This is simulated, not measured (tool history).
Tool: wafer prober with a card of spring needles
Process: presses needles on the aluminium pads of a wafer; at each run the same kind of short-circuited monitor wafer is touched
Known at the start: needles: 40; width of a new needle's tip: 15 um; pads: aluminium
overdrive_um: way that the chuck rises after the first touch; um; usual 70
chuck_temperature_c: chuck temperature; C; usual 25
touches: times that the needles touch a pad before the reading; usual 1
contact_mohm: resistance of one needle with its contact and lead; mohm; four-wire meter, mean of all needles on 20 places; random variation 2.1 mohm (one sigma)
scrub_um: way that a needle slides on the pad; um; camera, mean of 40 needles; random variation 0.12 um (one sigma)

run,hour,overdrive_um,chuck_temperature_c,touches,contact_mohm,scrub_um
1,0.0,70,25,1,236,8.37
# hour 1.8: tips cleaned on abrasive film
# hour 5.2: tips cleaned on abrasive film
# hour 9.4: tips cleaned on abrasive film
# hour 13.6: tips cleaned on abrasive film
# hour 17.8: tips cleaned on abrasive film
2,20.5,70,25,1,240,8.38
# hour 21.5: tips cleaned on abrasive film
# hour 24.9: tips cleaned on abrasive film
# hour 29.1: tips cleaned on abrasive film
# hour 33.3: tips cleaned on abrasive film
# hour 37.5: tips cleaned on abrasive film
3,39.4,70,25,1,236,8.20
# hour 41.2: tips cleaned on abrasive film
# hour 44.6: tips cleaned on abrasive film
# hour 48.0: tips cleaned on abrasive film
# hour 52.2: tips cleaned on abrasive film
# hour 56.4: tips cleaned on abrasive film
4,56.5,58,25,1,231,6.68
# hour 59.9: tips cleaned on abrasive film
# hour 64.1: tips cleaned on abrasive film
# hour 67.5: tips cleaned on abrasive film
# hour 71.7: tips cleaned on abrasive film
# hour 75.1: tips cleaned on abrasive film
5,76.5,58,25,1,241,6.53
# hour 79.0: tips cleaned on abrasive film
# hour 83.2: tips cleaned on abrasive film
# hour 87.5: tips cleaned on abrasive film
# hour 90.9: tips cleaned on abrasive film
6,90.9,58,25,1,230,6.69
# hour 94.3: tips cleaned on abrasive film
# hour 98.5: tips cleaned on abrasive film
# hour 102.7: tips cleaned on abrasive film
# hour 107.0: tips cleaned on abrasive film
7,109.0,58,25,1,247,6.42
# hour 110.7: tips cleaned on abrasive film
# hour 114.1: tips cleaned on abrasive film
# hour 115.2: height of the first contact set anew
# hour 117.9: tips cleaned on abrasive film
8,117.9,58,25,1,222,7.64
# hour 121.3: tips cleaned on abrasive film
# hour 125.6: tips cleaned on abrasive film
# hour 129.0: tips cleaned on abrasive film
# hour 133.2: tips cleaned on abrasive film
# hour 137.1: tips cleaned on abrasive film
9,137.1,58,25,1,231,7.63
# hour 140.5: tips cleaned on abrasive film
# hour 144.7: tips cleaned on abrasive film
# hour 148.1: tips cleaned on abrasive film
# hour 152.3: tips cleaned on abrasive film
# hour 156.4: tips cleaned on abrasive film
10,156.4,70,25,1,229,9.24
# hour 160.7: tips cleaned on abrasive film
# hour 164.9: tips cleaned on abrasive film
11,168.0,70,25,1,237,9.10
# hour 168.9: tips cleaned on abrasive film
# hour 172.3: tips cleaned on abrasive film
# hour 176.5: tips cleaned on abrasive film
# hour 180.8: tips cleaned on abrasive film
# hour 185.0: tips cleaned on abrasive film
12,186.0,70,25,2,231,9.12
# hour 188.6: tips cleaned on abrasive film
# hour 192.8: tips cleaned on abrasive film
# hour 196.2: tips cleaned on abrasive film
13,199.2,70,25,2,234,9.08
# hour 200.2: tips cleaned on abrasive film
# hour 204.4: tips cleaned on abrasive film
# hour 207.8: tips cleaned on abrasive film
# hour 212.0: tips cleaned on abrasive film
# hour 215.4: tips cleaned on abrasive film
# hour 219.6: tips cleaned on abrasive film
14,220.1,60,64,2,240,7.44
# hour 223.5: tips cleaned on abrasive film
# hour 226.9: tips cleaned on abrasive film
# hour 230.3: tips cleaned on abrasive film
# hour 234.4: tips cleaned on abrasive film
15,234.4,59,81,1,247,7.30
# hour 237.8: tips cleaned on abrasive film
# hour 242.0: tips cleaned on abrasive film
# hour 245.4: tips cleaned on abrasive film
# hour 249.6: tips cleaned on abrasive film
16,250.1,59,81,1,250,7.31
# hour 253.5: tips cleaned on abrasive film
# hour 256.9: tips cleaned on abrasive film
# hour 261.1: tips cleaned on abrasive film
17,263.3,70,25,1,242,8.87
# hour 265.1: tips cleaned on abrasive film
# hour 268.5: tips cleaned on abrasive film
# hour 272.2: tips cleaned on abrasive film
18,272.2,74,25,1,226,9.13
# hour 276.5: tips cleaned on abrasive film
# hour 279.9: tips cleaned on abrasive film
19,280.7,88,64,2,238,10.81
# hour 284.0: tips cleaned on abrasive film
# hour 287.4: tips cleaned on abrasive film
# hour 291.6: tips cleaned on abrasive film
# hour 295.0: tips cleaned on abrasive film
# hour 298.4: tips cleaned on abrasive film
20,300.1,88,64,2,239,10.80
# hour 302.6: tips cleaned on abrasive film
# hour 306.9: tips cleaned on abrasive film
# hour 311.1: tips cleaned on abrasive film
21,314.2,81,84,1,252,9.94
# hour 315.1: tips cleaned on abrasive film
# hour 318.5: tips cleaned on abrasive film
# hour 322.7: tips cleaned on abrasive film
# hour 327.0: tips cleaned on abrasive film
22,328.5,81,84,1,242,10.16
# hour 331.0: tips cleaned on abrasive film
# hour 335.3: tips cleaned on abrasive film
# hour 339.5: tips cleaned on abrasive film
23,341.2,81,84,1,247,9.74
# hour 342.9: tips cleaned on abrasive film
# hour 347.1: tips cleaned on abrasive film
24,349.8,56,84,1,273,6.59
# hour 350.8: tips cleaned on abrasive film
# hour 355.0: tips cleaned on abrasive film
# hour 359.2: tips cleaned on abrasive film
25,362.0,88,84,1,255,10.80

The same runs without the tool's hidden state, with the same run-to-run variation:
The hidden state here: debris on the tips, nm; way that the needles fall short of the set height, um; tips' diameter, um; drift of the gauge itself on contact_mohm, %; drift of the gauge itself on scrub_um, %.
run,contact_mohm,scrub_um
1,225,9.22
2,225,9.30
3,223,9.19
4,225,7.75
5,226,7.66
6,223,7.88
7,227,7.64
8,218,7.65
9,227,7.72
10,225,9.39
11,223,9.28
12,226,9.36
13,224,9.37
14,233,7.81
15,241,7.73
16,239,7.80
17,227,9.40
18,222,9.70
19,233,11.40
20,232,11.47
21,237,10.65
22,233,10.93
23,236,10.54
24,245,7.42
25,242,11.68
